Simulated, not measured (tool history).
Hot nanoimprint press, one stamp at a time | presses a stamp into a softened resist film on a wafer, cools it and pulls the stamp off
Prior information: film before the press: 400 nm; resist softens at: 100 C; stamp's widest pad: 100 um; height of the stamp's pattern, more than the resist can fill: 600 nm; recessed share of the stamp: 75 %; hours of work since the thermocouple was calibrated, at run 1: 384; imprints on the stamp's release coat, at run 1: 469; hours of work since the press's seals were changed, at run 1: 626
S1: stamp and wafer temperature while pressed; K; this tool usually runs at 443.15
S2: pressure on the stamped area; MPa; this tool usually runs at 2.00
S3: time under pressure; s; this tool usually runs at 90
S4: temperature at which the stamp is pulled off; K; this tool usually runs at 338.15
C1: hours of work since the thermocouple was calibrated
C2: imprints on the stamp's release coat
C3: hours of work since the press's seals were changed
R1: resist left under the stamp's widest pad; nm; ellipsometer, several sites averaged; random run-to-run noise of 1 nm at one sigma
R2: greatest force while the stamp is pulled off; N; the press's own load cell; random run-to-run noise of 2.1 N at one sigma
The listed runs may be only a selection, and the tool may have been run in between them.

{"run": 1, "hour": 0.0, "S1": 443.15, "S2": 2.0, "S3": 90, "S4": 338.15, "C1": 384, "C2": 469, "C3": 626, "R1": 227.1, "R2": 102}
{"run": 2, "hour": 42.7, "S1": 443.15, "S2": 2.0, "S3": 90, "S4": 338.15, "C1": 416, "C2": 622, "C3": 658, "R1": 226.8, "R2": 112}
{"run": 3, "hour": 87.0, "S1": 443.15, "S2": 2.0, "S3": 90, "S4": 338.15, "C1": 449, "C2": 782, "C3": 691, "R1": 225.8, "R2": 115}
{"hour": 124.5, "done": "plate thermocouple calibrated"}
{"run": 4, "hour": 145.6, "S1": 443.15, "S2": 2.0, "S3": 55, "S4": 338.15, "C1": 16, "C2": 982, "C3": 732, "R1": 254.1, "R2": 119}
{"run": 5, "hour": 179.6, "S1": 443.15, "S2": 2.0, "S3": 90, "S4": 338.15, "C1": 41, "C2": 1104, "C3": 757, "R1": 216.7, "R2": 120}
{"run": 6, "hour": 231.8, "S1": 443.15, "S2": 2.0, "S3": 90, "S4": 338.15, "C1": 79, "C2": 1292, "C3": 796, "R1": 216.3, "R2": 127}
{"run": 7, "hour": 263.3, "S1": 443.15, "S2": 2.0, "S3": 98, "S4": 338.15, "C1": 103, "C2": 1405, "C3": 819, "R1": 208.4, "R2": 137}
{"run": 8, "hour": 294.3, "S1": 443.15, "S2": 2.0, "S3": 98, "S4": 338.15, "C1": 126, "C2": 1517, "C3": 842, "R1": 209.1, "R2": 141}
{"run": 9, "hour": 341.3, "S1": 443.15, "S2": 2.0, "S3": 90, "S4": 323.15, "C1": 161, "C2": 1686, "C3": 877, "R1": 214.0, "R2": 169}
{"hour": 350.3, "done": "stamp cleaned and given a new release coat"}
{"run": 10, "hour": 385.2, "S1": 443.15, "S2": 2.0, "S3": 90, "S4": 323.15, "C1": 189, "C2": 125, "C3": 905, "R1": 214.1, "R2": 109}
{"hour": 412.8, "done": "plate thermocouple calibrated, once more"}
{"run": 11, "hour": 417.8, "S1": 443.15, "S2": 2.0, "S3": 90, "S4": 323.15, "C1": 4, "C2": 232, "C3": 927, "R1": 237.6, "R2": 116}
{"run": 12, "hour": 458.4, "S1": 443.15, "S2": 2.0, "S3": 90, "S4": 323.15, "C1": 34, "C2": 378, "C3": 957, "R1": 236.5, "R2": 126}
{"run": 13, "hour": 496.7, "S1": 443.15, "S2": 1.96, "S3": 90, "S4": 338.15, "C1": 62, "C2": 516, "C3": 985, "R1": 238.2, "R2": 104}
{"run": 14, "hour": 537.0, "S1": 443.15, "S2": 1.96, "S3": 90, "S4": 338.15, "C1": 92, "C2": 661, "C3": 1015, "R1": 238.3, "R2": 112}
{"run": 15, "hour": 565.1, "S1": 443.15, "S2": 2.0, "S3": 90, "S4": 338.15, "C1": 113, "C2": 762, "C3": 1036, "R1": 234.2, "R2": 115}
{"run": 16, "hour": 599.0, "S1": 443.15, "S2": 2.0, "S3": 90, "S4": 338.15, "C1": 138, "C2": 884, "C3": 1061, "R1": 235.8, "R2": 121}
{"run": 17, "hour": 626.6, "S1": 443.15, "S2": 2.0, "S3": 90, "S4": 338.15, "C1": 158, "C2": 983, "C3": 1081, "R1": 234.6, "R2": 122}
{"run": 18, "hour": 679.9, "S1": 450.15, "S2": 2.0, "S3": 69, "S4": 346.15, "C1": 198, "C2": 1175, "C3": 1121, "R1": 190.3, "R2": 113}
{"run": 19, "hour": 737.9, "S1": 450.15, "S2": 2.0, "S3": 69, "S4": 346.15, "C1": 241, "C2": 1384, "C3": 1164, "R1": 190.3, "R2": 118}
{"run": 20, "hour": 794.6, "S1": 443.15, "S2": 2.0, "S3": 134, "S4": 335.15, "C1": 283, "C2": 1588, "C3": 1206, "R1": 201.3, "R2": 147}
{"hour": 828.1, "done": "stamp cleaned and given a new release coat"}
{"run": 21, "hour": 848.5, "S1": 443.15, "S2": 2.0, "S3": 134, "S4": 335.15, "C1": 318, "C2": 73, "C3": 1241, "R1": 201.6, "R2": 96}
{"hour": 862.8, "done": "press's hydraulic seals changed and the load cell set to zero"}
{"run": 22, "hour": 909.2, "S1": 443.15, "S2": 2.0, "S3": 134, "S4": 335.15, "C1": 357, "C2": 263, "C3": 34, "R1": 189.7, "R2": 99}
{"run": 23, "hour": 962.5, "S1": 443.15, "S2": 1.47, "S3": 146, "S4": 341.15, "C1": 397, "C2": 455, "C3": 74, "R1": 206.7, "R2": 95}
{"run": 24, "hour": 987.8, "S1": 446.15, "S2": 2.0, "S3": 94, "S4": 338.15, "C1": 415, "C2": 546, "C3": 93, "R1": 188.2, "R2": 107}
{"run": 25, "hour": 1016.5, "S1": 439.15, "S2": 1.31, "S3": 56, "S4": 337.15, "C1": 437, "C2": 649, "C3": 114, "R1": 320.7, "R2": 109}
{"run": 26, "hour": 1043.7, "S1": 439.15, "S2": 1.31, "S3": 56, "S4": 337.15, "C1": 457, "C2": 747, "C3": 134, "R1": 317.7, "R2": 117}
{"hour": 1072.6, "done": "plate thermocouple calibrated"}
{"run": 27, "hour": 1078.1, "S1": 441.15, "S2": 1.26, "S3": 123, "S4": 327.15, "C1": 4, "C2": 860, "C3": 157, "R1": 263.5, "R2": 135}
{"run": 28, "hour": 1101.9, "S1": 441.15, "S2": 1.26, "S3": 123, "S4": 327.15, "C1": 22, "C2": 945, "C3": 175, "R1": 262.0, "R2": 141}
{"run": 29, "hour": 1130.1, "S1": 441.15, "S2": 1.26, "S3": 123, "S4": 327.15, "C1": 43, "C2": 1047, "C3": 196, "R1": 263.1, "R2": 147}
{"run": 30, "hour": 1178.0, "S1": 435.15, "S2": 2.96, "S3": 75, "S4": 339.15, "C1": 78, "C2": 1219, "C3": 231, "R1": 289.4, "R2": 128}
{"run": 31, "hour": 1211.9, "S1": 443.15, "S2": 2.94, "S3": 90, "S4": 341.15, "C1": 103, "C2": 1341, "C3": 256, "R1": 193.3, "R2": 129}

Difference, measured minus no-hidden-state, one row per run. Run-to-run variation is common to both terms; the gauge's own scatter need not be:
The tool's hidden condition here consists of: true temperature over the reading, C; pressure that arrives at the usual setting, %; grip of the stamp's worn release coat, % over a new coat's; drift of the gauge itself on residual_nm, %; drift of the gauge itself on pull_off_n, %.
run=1 R1=-3.4 R2=+14
run=2 R1=-4.2 R2=+18
run=3 R1=-4.8 R2=+23
run=4 R1=-11.9 R2=+28
run=5 R1=-12.7 R2=+31
run=6 R1=-13.6 R2=+37
run=7 R1=-14.0 R2=+43
run=8 R1=-14.6 R2=+47
run=9 R1=-15.4 R2=+61
run=10 R1=-16.1 R2=+1
run=11 R1=+8.5 R2=+9
run=12 R1=+7.9 R2=+15
run=13 R1=+7.0 R2=+16
run=14 R1=+6.4 R2=+21
run=15 R1=+6.1 R2=+24
run=16 R1=+5.5 R2=+28
run=17 R1=+5.0 R2=+30
run=18 R1=+4.3 R2=+32
run=19 R1=+3.5 R2=+38
run=20 R1=+1.9 R2=+52
run=21 R1=+1.1 R2=+1
run=22 R1=-10.0 R2=+7
run=23 R1=-11.2 R2=+12
run=24 R1=-10.7 R2=+15
run=25 R1=-9.8 R2=+18
run=26 R1=-10.3 R2=+22
run=27 R1=-1.6 R2=+31
run=28 R1=-2.1 R2=+34
run=29 R1=-2.8 R2=+39
run=30 R1=-2.7 R2=+38
run=31 R1=-2.7 R2=+41
